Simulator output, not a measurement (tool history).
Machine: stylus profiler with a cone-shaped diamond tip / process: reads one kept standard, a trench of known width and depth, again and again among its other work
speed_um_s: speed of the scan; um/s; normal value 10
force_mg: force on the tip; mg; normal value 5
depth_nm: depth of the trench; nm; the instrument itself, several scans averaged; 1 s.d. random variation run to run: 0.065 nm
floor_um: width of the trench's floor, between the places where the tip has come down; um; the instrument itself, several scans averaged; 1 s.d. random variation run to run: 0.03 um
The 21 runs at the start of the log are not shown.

run	hour	speed_um_s	force_mg	scans with this tip	hours of work since the height scale was calibrated	depth_nm	floor_um
22	940.7	12	6.59	13381	346	515.31	26.45
23	975.5	30	2.6	13585	366	508.55	26.37
24	1002.4	5	4.02	13741	381	511.25	26.42
25	1038	24	6.44	13949	402	515.22	26.4
26	1088.7	3	1.93	14245	431	507.17	26.42
27	1131.4	2	5	14495	455	512.97	26.4
28	1182.7	2	5	14794	484	513.14	26.33
29	1244.7	23	2.34	15157	520	508.21	26.31
30	1289.7	12	10.41	15419	546	520.95	26.32
31	1331.7	12	10.41	15664	570	520.88	26.34
32	1366.1	15	2.62	15865	589	508.9	26.27
33	1423.6	15	2.62	16201	622	508.78	26.32
34	1453.5	15	2.62	16375	639	508.92	26.25
35	1496.8	9	3.26	16629	664	510.29	26.29
36	1537.3	21	2.52	16865	687	508.68	26.18
37	1597.6	20	13.73	17217	722	525.17	26.21

4 options for the next run, each taken on its own from the tool as it stands now. Forecast them:
A	1638.3	7	10.09	17455	745	?	?
B	1638.3	10	14.31	17455	745	?	?
C	1638.3	6	4.7	17455	745	?	?
D	1638.3	10	14.05	17455	745	?	?

run	depth_nm	floor_um
A	520.86	26.22
B	525.89	26.23
C	512.97	26.22
D	525.64	26.23
Had the tool no hidden state, the same runs would have come out as:
run	depth_nm	floor_um
A	519.58	27.35
B	524.6	27.35
C	511.72	27.34
D	524.35	27.36
